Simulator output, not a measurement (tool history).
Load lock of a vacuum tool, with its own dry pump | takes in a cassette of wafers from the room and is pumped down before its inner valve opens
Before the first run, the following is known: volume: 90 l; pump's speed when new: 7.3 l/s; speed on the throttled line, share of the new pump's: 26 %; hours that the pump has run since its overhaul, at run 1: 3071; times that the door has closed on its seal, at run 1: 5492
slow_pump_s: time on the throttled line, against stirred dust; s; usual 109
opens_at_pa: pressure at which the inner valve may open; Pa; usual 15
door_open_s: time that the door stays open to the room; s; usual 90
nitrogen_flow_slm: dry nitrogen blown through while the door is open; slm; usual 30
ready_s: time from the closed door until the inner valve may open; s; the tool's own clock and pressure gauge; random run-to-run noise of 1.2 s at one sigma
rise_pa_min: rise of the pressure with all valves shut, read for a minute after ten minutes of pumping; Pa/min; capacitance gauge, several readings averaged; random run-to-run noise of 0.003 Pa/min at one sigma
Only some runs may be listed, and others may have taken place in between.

run	day	slow_pump_s	opens_at_pa	door_open_s	nitrogen_flow_slm	hours that the pump has run since its overhaul	times that the door has closed on its seal	incoming humidity of the room's air, %	ready_s	rise_pa_min
1	0.000	109	15	90	30	3071	5492	45.2	191.2	0.031
2	24.546	109	15	90	30	3660	7357	45.9	189.2	0.029
3	42.588	109	29	90	30	4093	8728	43.8	180.0	0.026
4	72.971	109	29	236	30	4822	11036	42.0	179.4	0.049
5	89.538	109	15	90	6	5220	12295	40.3	191.4	0.050
6	103.354	109	15	90	30	5551	13345	44.6	187.6	0.036
7	123.079	109	15	90	30	6025	14844	44.4	190.6	0.026
8	136.167	109	15	90	30	6339	15838	46.3	189.0	0.032
9	162.612	109	15	90	30	6974	17848	43.5	191.0	0.035
10	182.242	109	15	90	30	7445	19339	49.7	188.9	0.032
# day 198.862: door's seal changed, seat wiped
11	202.338	109	15	90	30	7925	264	46.3	193.2	0.029
12	222.167	109	15	90	30	8401	1771	44.9	190.7	0.027
13	238.562	156	15	90	30	8795	3016	41.6	224.1	0.030
14	253.633	156	15	90	30	9157	4162	44.6	225.1	0.024
15	283.538	109	11	90	30	9874	6434	46.7	195.6	0.034
16	296.238	109	11	90	30	10179	7399	46.0	194.0	0.029
17	315.675	109	11	90	30	10646	8876	46.0	195.1	0.032
18	332.208	109	11	90	44	11042	10132	44.3	195.8	0.023
19	346.750	109	11	90	44	11391	11237	44.5	192.5	0.027
20	362.458	153	15	90	30	11768	12431	44.7	223.1	0.028
21	388.142	206	26	70	11	12385	14382	46.3	258.2	0.042
22	414.329	91	11	70	11	13013	16372	45.9	181.0	0.042
23	430.142	64	20	70	11	13393	17574	45.4	153.4	0.044
24	456.367	64	20	70	11	14022	19566	44.5	153.1	0.037
# day 469.454: door's seal changed, seat wiped
25	476.350	153	15	41	30	14500	524	46.4	221.9	0.023
26	498.404	109	15	37	22	15030	2200	47.5	188.8	0.018
27	521.850	165	15	132	30	15592	3981	43.8	234.4	0.037
28	536.396	165	15	132	30	15941	5087	45.9	232.7	0.030
29	555.304	128	15	57	33	16395	6523	46.5	204.4	0.022
30	575.946	128	15	57	33	16891	8092	45.8	203.8	0.019
31	601.521	128	15	57	33	17504	10035	42.9	205.3	0.017
32	627.833	128	15	57	33	18136	12034	46.1	203.1	0.025
33	640.212	109	10	41	6	18433	12975	45.7	194.4	0.038

Run 34 comes next. What will it give?
34	659.033	109	10	41	6	18885	14405	45.3	?	?

{"run 34": {"ready_s": 197.7, "rise_pa_min": 0.039}}
Without the tool's hidden state the same run would have given ready_s 197.7 s, rise_pa_min 0.038 Pa/min.

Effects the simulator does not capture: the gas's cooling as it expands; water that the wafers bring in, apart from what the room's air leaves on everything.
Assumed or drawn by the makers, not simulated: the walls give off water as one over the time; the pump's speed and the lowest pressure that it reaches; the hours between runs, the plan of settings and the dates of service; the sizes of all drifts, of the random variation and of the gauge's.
